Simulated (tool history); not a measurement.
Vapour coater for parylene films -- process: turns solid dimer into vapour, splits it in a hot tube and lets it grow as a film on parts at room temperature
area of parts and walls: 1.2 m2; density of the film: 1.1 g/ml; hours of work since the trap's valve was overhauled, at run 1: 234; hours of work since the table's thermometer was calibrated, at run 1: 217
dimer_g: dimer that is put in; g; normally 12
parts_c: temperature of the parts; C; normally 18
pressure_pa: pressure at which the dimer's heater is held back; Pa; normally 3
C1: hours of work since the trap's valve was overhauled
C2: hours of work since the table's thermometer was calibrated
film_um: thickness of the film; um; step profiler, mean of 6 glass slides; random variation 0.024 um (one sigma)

run 1 hour=0 | dimer_g=12 parts_c=18 pressure_pa=3 | C1=234 C2=217 | film_um=4.13
run 2 hour=18.5 | dimer_g=12 parts_c=18 pressure_pa=3 | C1=243 C2=227 | film_um=4.15
run 3 hour=39.9 | dimer_g=12 parts_c=18 pressure_pa=3 | C1=254 C2=237 | film_um=4.16
run 4 hour=56.7 | dimer_g=12 parts_c=18 pressure_pa=3 | C1=263 C2=246 | film_um=4.11
run 5 hour=67.4 | dimer_g=12 parts_c=18 pressure_pa=3 | C1=268 C2=251 | film_um=4.12
run 6 hour=86.1 | dimer_g=21 parts_c=18 pressure_pa=3 | C1=278 C2=261 | film_um=7.2
run 7 hour=107.9 | dimer_g=12 parts_c=18 pressure_pa=4.24 | C1=289 C2=272 | film_um=3.99
run 8 hour=123.2 | dimer_g=12 parts_c=18 pressure_pa=2.85 | C1=296 C2=280 | film_um=4.11
run 9 hour=133.6 | dimer_g=12 parts_c=23 pressure_pa=6.43 | C1=302 C2=285 | film_um=3.27
run 10 hour=155.5 | dimer_g=20 parts_c=22 pressure_pa=6.43 | C1=313 C2=296 | film_um=5.57
run 11 hour=172.5 | dimer_g=20 parts_c=22 pressure_pa=6.43 | C1=321 C2=305 | film_um=5.61
run 12 hour=184.4 | dimer_g=20 parts_c=22 pressure_pa=6.43 | C1=327 C2=311 | film_um=5.61
run 13 hour=207.3 | dimer_g=20 parts_c=22 pressure_pa=6.43 | C1=339 C2=322 | film_um=5.58
run 14 hour=224.5 | dimer_g=20 parts_c=22 pressure_pa=6.43 | C1=348 C2=331 | film_um=5.57
run 15 hour=248.9 | dimer_g=6 parts_c=30 pressure_pa=7.73 | C1=360 C2=343 | film_um=1.29

What if the next run were any one of these 4? Each begins from the tool's condition after run 15:
run A hour=259.5 | dimer_g=12 parts_c=18 pressure_pa=3.88 | C1=365 C2=349 | film_um=?
run B hour=259.5 | dimer_g=16 parts_c=30 pressure_pa=3.49 | C1=365 C2=349 | film_um=?
run C hour=259.5 | dimer_g=10 parts_c=12 pressure_pa=5.64 | C1=365 C2=349 | film_um=?
run D hour=259.5 | dimer_g=12 parts_c=18 pressure_pa=3.61 | C1=365 C2=349 | film_um=?

run=A film_um=3.96
run=B film_um=3.73
run=C film_um=3.78
run=D film_um=3.99
Without the tool's unlogged condition, the same runs would have read:
run=A film_um=4.22
run=B film_um=3.98
run=C film_um=4.04
run=D film_um=4.26

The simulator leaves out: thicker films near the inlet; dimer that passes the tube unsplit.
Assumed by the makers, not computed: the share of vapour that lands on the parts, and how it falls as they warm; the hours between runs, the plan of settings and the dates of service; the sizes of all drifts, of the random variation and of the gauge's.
